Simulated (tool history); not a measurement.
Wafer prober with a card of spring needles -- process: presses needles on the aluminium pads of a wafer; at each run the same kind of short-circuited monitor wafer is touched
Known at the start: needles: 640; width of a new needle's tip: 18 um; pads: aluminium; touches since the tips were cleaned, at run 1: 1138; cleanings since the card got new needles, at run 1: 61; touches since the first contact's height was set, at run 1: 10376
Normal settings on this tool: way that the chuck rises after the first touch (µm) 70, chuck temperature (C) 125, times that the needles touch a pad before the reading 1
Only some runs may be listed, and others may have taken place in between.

run,hour,way that the chuck rises after the first touch (µm),chuck temperature (C),times that the needles touch a pad before the reading,touches since the tips were cleaned,cleanings since the card got new needles,touches since the first contact's height was set,resistance of one needle with its contact and lead (mohm),way that a needle slides on the pad (µm)
1,0.0,70,125,1,1138,61,10376,247,13.24
# hour 20.2: tips cleaned on abrasive film
# hour 44.5: tips cleaned on abrasive film
2,55.1,70,125,2,3870,63,30524,248,13.21
# hour 65.2: tips cleaned on abrasive film
# hour 90.5: tips cleaned on abrasive film
# hour 110.9: tips cleaned on abrasive film
3,110.9,58,125,2,0,66,50904,237,10.95
# hour 131.2: tips cleaned on abrasive film
# hour 151.6: tips cleaned on abrasive film
4,151.6,58,125,2,0,68,65782,237,10.89
# hour 174.9: tips cleaned on abrasive film
# hour 198.9: tips cleaned on abrasive film
5,212.6,70,125,1,5034,70,88102,265,13.10
# hour 222.1: tips cleaned on abrasive film
# hour 247.0: tips cleaned on abrasive film
# hour 272.1: tips cleaned on abrasive film
6,282.3,70,125,2,3716,73,113545,250,13.07
# hour 292.4: tips cleaned on abrasive film
# hour 317.7: tips cleaned on abrasive film
# hour 342.8: tips cleaned on abrasive film
# hour 343.1: height of the first contact set anew
7,346.7,70,125,2,1326,76,1326,242,13.26
# hour 367.0: tips cleaned on abrasive film
# hour 390.5: tips cleaned on abrasive film
# hour 415.1: tips cleaned on abrasive film
# hour 438.8: tips cleaned on abrasive film
8,440.2,70,41,2,491,80,35483,223,13.27
# hour 460.4: tips cleaned on abrasive film
# hour 485.6: tips cleaned on abrasive film
# hour 510.0: tips cleaned on abrasive film
# hour 534.5: tips cleaned on abrasive film
9,538.1,70,41,2,1302,84,71279,223,13.15
# hour 556.7: tips cleaned on abrasive film
# hour 581.6: tips cleaned on abrasive film
# hour 606.9: tips cleaned on abrasive film
# hour 631.9: tips cleaned on abrasive film
10,632.4,88,74,2,182,88,105743,219,16.55
# hour 652.6: tips cleaned on abrasive film
# hour 677.9: tips cleaned on abrasive film
# hour 703.1: tips cleaned on abrasive film
# hour 713.5: height of the first contact set anew
11,714.0,83,41,1,3877,91,182,233,15.74
# hour 727.8: tips cleaned on abrasive film
# hour 753.0: tips cleaned on abrasive film
12,758.4,83,41,1,1958,93,16393,233,15.70
# hour 773.6: tips cleaned on abrasive film
# hour 798.0: tips cleaned on abrasive film
# hour 822.2: tips cleaned on abrasive film
13,841.0,78,84,1,6894,96,46622,250,14.70
# hour 846.1: tips cleaned on abrasive film
# hour 871.2: tips cleaned on abrasive film
# hour 895.4: tips cleaned on abrasive film
# hour 918.2: tips cleaned on abrasive film
14,918.2,90,67,2,0,100,74814,219,17.00
# hour 943.2: tips cleaned on abrasive film
15,959.3,85,47,2,5914,101,89868,229,15.98

Predict each of these 5 candidate next runs independently; none follows another, all start after run 15:
# hour 964.4: tips cleaned on abrasive film
# hour 989.1: tips cleaned on abrasive film
# hour 1013.4: tips cleaned on abrasive film
# hour 1033.6: tips cleaned on abrasive film
A,1048.7,54,96,2,5543,105,122538,?,?
# hour 964.4: tips cleaned on abrasive film
# hour 989.1: tips cleaned on abrasive film
# hour 1013.4: tips cleaned on abrasive film
# hour 1033.6: tips cleaned on abrasive film
B,1048.7,79,74,2,5543,105,122538,?,?
# hour 964.4: tips cleaned on abrasive film
# hour 989.1: tips cleaned on abrasive film
# hour 1013.4: tips cleaned on abrasive film
# hour 1033.6: tips cleaned on abrasive film
C,1048.7,70,123,1,5543,105,122538,?,?
# hour 964.4: tips cleaned on abrasive film
# hour 989.1: tips cleaned on abrasive film
# hour 1013.4: tips cleaned on abrasive film
# hour 1033.6: tips cleaned on abrasive film
D,1048.7,70,52,1,5543,105,122538,?,?
# hour 964.4: tips cleaned on abrasive film
# hour 989.1: tips cleaned on abrasive film
# hour 1013.4: tips cleaned on abrasive film
# hour 1033.6: tips cleaned on abrasive film
E,1048.7,72,35,3,5543,105,122538,?,?

run,resistance of one needle with its contact and lead (mohm),way that a needle slides on the pad (µm)
A,264,10.07
B,237,14.82
C,261,13.17
D,249,13.11
E,221,13.51
Stripped of hidden state, with their random variation kept, the same runs would have yielded:
run,resistance of one needle with its contact and lead (mohm),way that a needle slides on the pad (µm)
A,229,10.24
B,219,14.99
C,228,13.34
D,212,13.29
E,207,13.68

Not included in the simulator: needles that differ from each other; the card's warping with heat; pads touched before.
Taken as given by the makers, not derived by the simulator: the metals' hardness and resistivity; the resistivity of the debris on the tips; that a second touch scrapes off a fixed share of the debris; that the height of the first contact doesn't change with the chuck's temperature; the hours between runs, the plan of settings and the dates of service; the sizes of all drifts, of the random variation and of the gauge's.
